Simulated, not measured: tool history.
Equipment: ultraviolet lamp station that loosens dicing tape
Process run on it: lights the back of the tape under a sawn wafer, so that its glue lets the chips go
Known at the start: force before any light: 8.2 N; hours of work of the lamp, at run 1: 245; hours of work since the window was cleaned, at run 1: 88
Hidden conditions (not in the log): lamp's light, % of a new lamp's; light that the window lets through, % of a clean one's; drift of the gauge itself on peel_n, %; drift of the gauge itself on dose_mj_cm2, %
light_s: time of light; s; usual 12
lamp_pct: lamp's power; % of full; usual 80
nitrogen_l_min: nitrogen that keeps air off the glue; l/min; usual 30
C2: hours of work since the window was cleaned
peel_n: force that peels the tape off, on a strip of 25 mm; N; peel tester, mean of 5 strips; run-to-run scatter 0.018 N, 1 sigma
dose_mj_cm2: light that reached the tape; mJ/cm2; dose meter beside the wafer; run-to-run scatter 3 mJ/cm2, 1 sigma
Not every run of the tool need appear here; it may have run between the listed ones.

run 1 hour=0.0 | light_s=12 lamp_pct=80 nitrogen_l_min=30 | hours_of_work_of_the_lamp=245 C2=88 | peel_n=1.208 dose_mj_cm2=379
run 2 hour=43.9 | light_s=12 lamp_pct=80 nitrogen_l_min=55 | hours_of_work_of_the_lamp=264 C2=106 | peel_n=0.891 dose_mj_cm2=371
run 3 hour=87.9 | light_s=12 lamp_pct=80 nitrogen_l_min=30 | hours_of_work_of_the_lamp=282 C2=124 | peel_n=1.250 dose_mj_cm2=372
run 4 hour=131.9 | light_s=13 lamp_pct=80 nitrogen_l_min=30 | hours_of_work_of_the_lamp=300 C2=143 | peel_n=1.099 dose_mj_cm2=395
run 5 hour=184.5 | light_s=12 lamp_pct=72 nitrogen_l_min=30 | hours_of_work_of_the_lamp=322 C2=165 | peel_n=1.602 dose_mj_cm2=321
run 6 hour=244.9 | light_s=12 lamp_pct=72 nitrogen_l_min=30 | hours_of_work_of_the_lamp=347 C2=190 | peel_n=1.638 dose_mj_cm2=318
run 7 hour=301.4 | light_s=12 lamp_pct=72 nitrogen_l_min=30 | hours_of_work_of_the_lamp=371 C2=213 | peel_n=1.745 dose_mj_cm2=310
run 8 hour=341.6 | light_s=12 lamp_pct=72 nitrogen_l_min=30 | hours_of_work_of_the_lamp=388 C2=230 | peel_n=1.705 dose_mj_cm2=306
run 9 hour=389.0 | light_s=17 lamp_pct=80 nitrogen_l_min=30 | hours_of_work_of_the_lamp=408 C2=250 | peel_n=0.749 dose_mj_cm2=471
run 10 hour=426.4 | light_s=17 lamp_pct=80 nitrogen_l_min=30 | hours_of_work_of_the_lamp=423 C2=266 | peel_n=0.806 dose_mj_cm2=468
-- hour=466.1 window cleaned of glue's vapour
run 11 hour=471.5 | light_s=12 lamp_pct=80 nitrogen_l_min=30 | hours_of_work_of_the_lamp=442 C2=2 | peel_n=1.662 dose_mj_cm2=317
run 12 hour=511.7 | light_s=12 lamp_pct=80 nitrogen_l_min=30 | hours_of_work_of_the_lamp=458 C2=19 | peel_n=1.684 dose_mj_cm2=307
run 13 hour=570.1 | light_s=12 lamp_pct=80 nitrogen_l_min=13 | hours_of_work_of_the_lamp=483 C2=43 | peel_n=2.407 dose_mj_cm2=306
-- hour=599.8 window cleaned of glue's vapour, once more
run 14 hour=623.8 | light_s=12 lamp_pct=80 nitrogen_l_min=13 | hours_of_work_of_the_lamp=505 C2=10 | peel_n=2.278 dose_mj_cm2=325
run 15 hour=662.4 | light_s=12 lamp_pct=80 nitrogen_l_min=13 | hours_of_work_of_the_lamp=521 C2=26 | peel_n=2.217 dose_mj_cm2=323
run 16 hour=699.0 | light_s=12 lamp_pct=80 nitrogen_l_min=13 | hours_of_work_of_the_lamp=536 C2=41 | peel_n=2.364 dose_mj_cm2=319
run 17 hour=757.1 | light_s=12 lamp_pct=80 nitrogen_l_min=13 | hours_of_work_of_the_lamp=561 C2=66 | peel_n=2.409 dose_mj_cm2=311
run 18 hour=800.7 | light_s=12 lamp_pct=80 nitrogen_l_min=13 | hours_of_work_of_the_lamp=579 C2=84 | peel_n=2.454 dose_mj_cm2=305
run 19 hour=828.3 | light_s=12 lamp_pct=80 nitrogen_l_min=13 | hours_of_work_of_the_lamp=590 C2=95 | peel_n=2.443 dose_mj_cm2=302
run 20 hour=865.8 | light_s=12 lamp_pct=80 nitrogen_l_min=13 | hours_of_work_of_the_lamp=606 C2=111 | peel_n=2.525 dose_mj_cm2=300
run 21 hour=906.9 | light_s=12 lamp_pct=80 nitrogen_l_min=30 | hours_of_work_of_the_lamp=623 C2=128 | peel_n=1.889 dose_mj_cm2=297
run 22 hour=940.9 | light_s=18 lamp_pct=80 nitrogen_l_min=30 | hours_of_work_of_the_lamp=637 C2=142 | peel_n=0.896 dose_mj_cm2=428
run 23 hour=983.4 | light_s=18 lamp_pct=80 nitrogen_l_min=30 | hours_of_work_of_the_lamp=655 C2=160 | peel_n=0.966 dose_mj_cm2=420
-- hour=1007.4 lamp changed
run 24 hour=1025.3 | light_s=12 lamp_pct=80 nitrogen_l_min=30 | hours_of_work_of_the_lamp=7 C2=177 | peel_n=1.008 dose_mj_cm2=427
run 25 hour=1052.1 | light_s=12 lamp_pct=69 nitrogen_l_min=51 | hours_of_work_of_the_lamp=19 C2=188 | peel_n=1.016 dose_mj_cm2=354
run 26 hour=1084.3 | light_s=8 lamp_pct=74 nitrogen_l_min=30 | hours_of_work_of_the_lamp=32 C2=202 | peel_n=2.220 dose_mj_cm2=256
run 27 hour=1109.3 | light_s=8 lamp_pct=74 nitrogen_l_min=30 | hours_of_work_of_the_lamp=42 C2=212 | peel_n=2.269 dose_mj_cm2=253
run 28 hour=1160.2 | light_s=7 lamp_pct=65 nitrogen_l_min=16 | hours_of_work_of_the_lamp=64 C2=233 | peel_n=3.656 dose_mj_cm2=194
run 29 hour=1211.4 | light_s=20 lamp_pct=100 nitrogen_l_min=16 | hours_of_work_of_the_lamp=85 C2=255 | peel_n=0.300 dose_mj_cm2=832
run 30 hour=1272.4 | light_s=13 lamp_pct=61 nitrogen_l_min=30 | hours_of_work_of_the_lamp=110 C2=280 | peel_n=1.575 dose_mj_cm2=321
-- hour=1278.2 window cleaned of glue's vapour
run 31 hour=1302.1 | light_s=13 lamp_pct=61 nitrogen_l_min=30 | hours_of_work_of_the_lamp=123 C2=10 | peel_n=1.511 dose_mj_cm2=340
run 32 hour=1338.3 | light_s=7 lamp_pct=73 nitrogen_l_min=30 | hours_of_work_of_the_lamp=138 C2=25 | peel_n=2.734 dose_mj_cm2=216
run 33 hour=1376.2 | light_s=7 lamp_pct=73 nitrogen_l_min=30 | hours_of_work_of_the_lamp=154 C2=41 | peel_n=2.890 dose_mj_cm2=213
run 34 hour=1430.1 | light_s=7 lamp_pct=73 nitrogen_l_min=30 | hours_of_work_of_the_lamp=176 C2=63 | peel_n=2.862 dose_mj_cm2=208
run 35 hour=1456.1 | light_s=7 lamp_pct=73 nitrogen_l_min=30 | hours_of_work_of_the_lamp=187 C2=74 | peel_n=2.841 dose_mj_cm2=209
run 36 hour=1505.7 | light_s=13 lamp_pct=91 nitrogen_l_min=18 | hours_of_work_of_the_lamp=208 C2=95 | peel_n=1.014 dose_mj_cm2=478
run 37 hour=1551.7 | light_s=9 lamp_pct=91 nitrogen_l_min=10 | hours_of_work_of_the_lamp=227 C2=114 | peel_n=2.570 dose_mj_cm2=326
run 38 hour=1581.5 | light_s=8 lamp_pct=80 nitrogen_l_min=46 | hours_of_work_of_the_lamp=239 C2=126 | peel_n=1.976 dose_mj_cm2=253
run 39 hour=1610.6 | light_s=8 lamp_pct=80 nitrogen_l_min=46 | hours_of_work_of_the_lamp=251 C2=139 | peel_n=1.988 dose_mj_cm2=246
run 40 hour=1653.1 | light_s=12 lamp_pct=68 nitrogen_l_min=12 | hours_of_work_of_the_lamp=269 C2=156 | peel_n=2.451 dose_mj_cm2=316
run 41 hour=1692.9 | light_s=18 lamp_pct=84 nitrogen_l_min=9 | hours_of_work_of_the_lamp=286 C2=173 | peel_n=1.127 dose_mj_cm2=575
run 42 hour=1727.3 | light_s=18 lamp_pct=84 nitrogen_l_min=9 | hours_of_work_of_the_lamp=300 C2=187 | peel_n=1.176 dose_mj_cm2=565

Each run again, without the hidden state but with its own random variation kept:
run=1 peel_n=0.891 dose_mj_cm2=441
run=2 peel_n=0.618 dose_mj_cm2=438
run=3 peel_n=0.877 dose_mj_cm2=445
run=4 peel_n=0.736 dose_mj_cm2=480
run=5 peel_n=1.100 dose_mj_cm2=398
run=6 peel_n=1.086 dose_mj_cm2=402
run=7 peel_n=1.118 dose_mj_cm2=400
run=8 peel_n=1.075 dose_mj_cm2=400
run=9 peel_n=0.374 dose_mj_cm2=625
run=10 peel_n=0.394 dose_mj_cm2=629
run=11 peel_n=0.895 dose_mj_cm2=444
run=12 peel_n=0.889 dose_mj_cm2=436
run=13 peel_n=1.414 dose_mj_cm2=444
run=14 peel_n=1.450 dose_mj_cm2=443
run=15 peel_n=1.386 dose_mj_cm2=444
run=16 peel_n=1.454 dose_mj_cm2=445
run=17 peel_n=1.444 dose_mj_cm2=444
run=18 peel_n=1.439 dose_mj_cm2=443
run=19 peel_n=1.414 dose_mj_cm2=442
run=20 peel_n=1.438 dose_mj_cm2=445
run=21 peel_n=0.900 dose_mj_cm2=449
run=22 peel_n=0.319 dose_mj_cm2=657
run=23 peel_n=0.329 dose_mj_cm2=656
run=24 peel_n=0.905 dose_mj_cm2=449
run=25 peel_n=0.899 dose_mj_cm2=377
run=26 peel_n=2.023 dose_mj_cm2=274
run=27 peel_n=2.046 dose_mj_cm2=273
run=28 peel_n=3.380 dose_mj_cm2=213
run=29 peel_n=0.223 dose_mj_cm2=927
run=30 peel_n=1.269 dose_mj_cm2=365
run=31 peel_n=1.321 dose_mj_cm2=367
run=32 peel_n=2.473 dose_mj_cm2=236
run=33 peel_n=2.579 dose_mj_cm2=236
run=34 peel_n=2.509 dose_mj_cm2=234
run=35 peel_n=2.470 dose_mj_cm2=237
run=36 peel_n=0.753 dose_mj_cm2=550
run=37 peel_n=2.117 dose_mj_cm2=381
run=38 peel_n=1.538 dose_mj_cm2=298
run=39 peel_n=1.530 dose_mj_cm2=294
run=40 peel_n=1.920 dose_mj_cm2=381
run=41 peel_n=0.747 dose_mj_cm2=703
run=42 peel_n=0.760 dose_mj_cm2=698
